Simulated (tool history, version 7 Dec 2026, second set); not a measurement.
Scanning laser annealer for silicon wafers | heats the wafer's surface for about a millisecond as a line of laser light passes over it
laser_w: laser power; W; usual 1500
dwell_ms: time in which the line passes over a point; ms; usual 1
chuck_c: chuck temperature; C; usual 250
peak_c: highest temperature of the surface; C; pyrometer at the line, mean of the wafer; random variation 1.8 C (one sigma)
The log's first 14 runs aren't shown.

run,hour,laser_w,dwell_ms,chuck_c,hours of work since the window was cleaned,hours of work since the power meter was calibrated,hours of work since the optics were aligned,peak_c
# hour 532.4: window over the wafer cleaned
15,553.3,1500,1,250,10,840,1646,1010
16,600.9,1500,1,250,34,864,1669,1002
17,657.9,1500,1,250,62,892,1697,1003
18,698.4,1500,1,250,82,912,1717,1003
19,752.9,1500,1,250,108,938,1744,1001
20,796,1419,0.91,226,130,960,1765,899
21,826,1639,0.93,216,144,974,1780,1025
22,877.9,1567,1,219,170,1000,1806,1007
# hour 925.1: optics aligned, line set to its width
23,931.3,1567,1,219,194,1024,3,1035
24,986.7,1567,1,219,221,1051,30,1031
25,1036.4,1644,0.88,289,245,1075,55,1105
26,1075.6,1370,0.88,219,265,1095,74,871
27,1129.8,1370,0.88,219,291,1121,101,868
28,1177.6,1363,0.7,219,315,1145,124,802
29,1206.1,1577,0.85,250,329,1159,138,1009
30,1260.6,1528,0.96,250,356,1186,165,1019
31,1307.8,1283,0.96,249,379,1209,188,867
32,1339.5,1283,0.97,222,395,1224,204,842
33,1394,1500,1.24,286,421,1251,231,1115
34,1424.1,1500,0.88,286,436,1266,245,1004
35,1470.3,1591,0.77,281,459,1289,268,1010
36,1511.9,1624,0.81,287,479,1309,289,1047

5 ways to go on from here, each from the tool as it stands after run 36. What would each give?
A,1544.1,1500,1,266,495,1325,304,?
B,1544.1,1288,0.94,240,495,1325,304,?
C,1544.1,1315,0.81,239,495,1325,304,?
D,1544.1,1443,1.07,224,495,1325,304,?
E,1544.1,1580,1,272,495,1325,304,?

run,peak_c
A,1022
B,848
C,826
D,963
E,1077
Without the tool's hidden state the same runs would have given:
run,peak_c
A,1053
B,873
C,850
D,993
E,1110
